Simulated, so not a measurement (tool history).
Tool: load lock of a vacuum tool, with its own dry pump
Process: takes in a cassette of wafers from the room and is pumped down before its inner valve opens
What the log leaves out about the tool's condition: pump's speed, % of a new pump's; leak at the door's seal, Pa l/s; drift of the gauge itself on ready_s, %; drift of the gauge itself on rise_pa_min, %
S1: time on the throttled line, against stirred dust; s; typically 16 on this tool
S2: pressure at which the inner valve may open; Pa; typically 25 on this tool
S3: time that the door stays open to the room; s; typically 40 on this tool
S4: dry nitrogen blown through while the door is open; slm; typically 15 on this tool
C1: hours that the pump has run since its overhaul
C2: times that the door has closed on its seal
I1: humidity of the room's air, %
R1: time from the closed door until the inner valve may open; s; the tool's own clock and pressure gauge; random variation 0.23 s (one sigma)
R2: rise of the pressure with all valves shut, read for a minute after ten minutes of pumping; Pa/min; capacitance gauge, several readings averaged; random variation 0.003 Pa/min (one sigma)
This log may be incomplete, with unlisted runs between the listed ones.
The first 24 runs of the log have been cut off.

-- hour=7723.4 dry pump taken out, an overhauled one fitted
run 25 hour=7794.4 | S1=31 S2=43 S3=147 S4=7 | C1=71 C2=26989 | I1=42.4 | R1=39.6 R2=0.594
run 26 hour=8080.9 | S1=16 S2=24 S3=220 S4=10 | C1=358 C2=27689 | I1=46.1 | R1=30.2 R2=0.637
run 27 hour=8298.9 | S1=12 S2=24 S3=106 S4=10 | C1=575 C2=28222 | I1=42.8 | R1=26.7 R2=0.598
-- hour=8425.8 door's seal changed, seat wiped
run 28 hour=8671.9 | S1=16 S2=41 S3=40 S4=38 | C1=947 C2=602 | I1=45.3 | R1=28.8 R2=0.026
run 29 hour=9111.1 | S1=16 S2=41 S3=40 S4=38 | C1=1386 C2=1676 | I1=48.9 | R1=28.7 R2=0.039
run 30 hour=9337.0 | S1=16 S2=41 S3=40 S4=38 | C1=1612 C2=2228 | I1=46.7 | R1=28.8 R2=0.041
run 31 hour=9739.1 | S1=11 S2=35 S3=40 S4=7 | C1=2014 C2=3211 | I1=44.2 | R1=25.5 R2=0.063
run 32 hour=10160.2 | S1=20 S2=48 S3=228 S4=26 | C1=2435 C2=4241 | I1=44.5 | R1=32.3 R2=0.095
run 33 hour=10475.0 | S1=20 S2=48 S3=228 S4=26 | C1=2750 C2=5010 | I1=42.4 | R1=31.8 R2=0.109
run 34 hour=10792.8 | S1=20 S2=48 S3=228 S4=26 | C1=3068 C2=5788 | I1=44.8 | R1=32.7 R2=0.116
run 35 hour=11128.7 | S1=11 S2=34 S3=60 S4=6 | C1=3404 C2=6609 | I1=49.2 | R1=26.2 R2=0.119
run 36 hour=11473.9 | S1=32 S2=25 S3=208 S4=4 | C1=3749 C2=7453 | I1=44.7 | R1=42.9 R2=0.205
run 37 hour=11872.4 | S1=15 S2=21 S3=32 S4=13 | C1=4147 C2=8427 | I1=45.2 | R1=30.6 R2=0.114

Alternative continuations, all from the tool just after run 37; predict every row:
run A hour=12103.3 | S1=12 S2=21 S3=229 S4=6 | C1=4378 C2=8992 | I1=44.6 | R1=? R2=?
run B hour=12103.3 | S1=15 S2=25 S3=224 S4=15 | C1=4378 C2=8992 | I1=46.4 | R1=? R2=?
run C hour=12103.3 | S1=29 S2=38 S3=40 S4=40 | C1=4378 C2=8992 | I1=44.7 | R1=? R2=?

run=A R1=28.9 R2=0.225
run=B R1=30.2 R2=0.176
run=C R1=39.4 R2=0.106
With no hidden state in the tool, these same runs would have given:
run=A R1=26.9 R2=0.136
run=B R1=28.3 R2=0.088
run=C R1=38.1 R2=0.019
